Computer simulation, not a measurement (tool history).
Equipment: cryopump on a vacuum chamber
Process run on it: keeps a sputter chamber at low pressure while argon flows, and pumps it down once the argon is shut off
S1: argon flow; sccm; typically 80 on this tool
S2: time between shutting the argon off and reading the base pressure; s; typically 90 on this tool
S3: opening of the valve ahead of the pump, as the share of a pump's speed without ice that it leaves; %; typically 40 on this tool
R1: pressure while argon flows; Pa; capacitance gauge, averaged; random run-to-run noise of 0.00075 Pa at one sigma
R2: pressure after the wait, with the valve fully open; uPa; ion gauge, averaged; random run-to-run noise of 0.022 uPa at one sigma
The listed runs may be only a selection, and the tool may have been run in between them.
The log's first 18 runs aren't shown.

run   hour   S1   S2  S3      R1    R2
 19  299.4   62   35  19  0.2435  1.84
 20  315.8  128  134  26   0.377  0.88
 21  327.7   71   59  29  0.1887   1.3
 22  349.3   71   59  29  0.1933  1.28
 23  366.3   71   59  16  0.3316  1.36
 24  388.5   35   90  40  0.0729  1.13
 25  408.3   56  211  39   0.119  0.89
 26  420.9  114   36  36  0.2588  1.85
 27  435.4  114   36  36  0.2594  1.79
       458  -- pump warmed up, emptied and cooled again
 28  462.3  114   36  36  0.2214   1.6
 29  480.7   71   51  40  0.1272  1.35
 30  497.6   71   51  40  0.1275  1.23
 31  507.9   71   51  40  0.1278  1.34
 32  525.3   76  138  26  0.2102  0.82
 33  538.7  132   90  40  0.2379  1.01
 34  551.4   58   41  33   0.126  1.56

Alternative continuations, all from the tool just after run 34; predict every row:
  A   561  35  247  15   ?   ?
  B   561  35   41  33   ?   ?
  C   561  62   32  17   ?   ?

run      R1    R2
  A  0.1671  0.72
  B  0.0766  1.53
  C  0.2597  1.91
Without the tool's hidden state the same runs would have given:
run      R1    R2
  A  0.1653  0.31
  B  0.0749  1.12
  C  0.2565  1.49
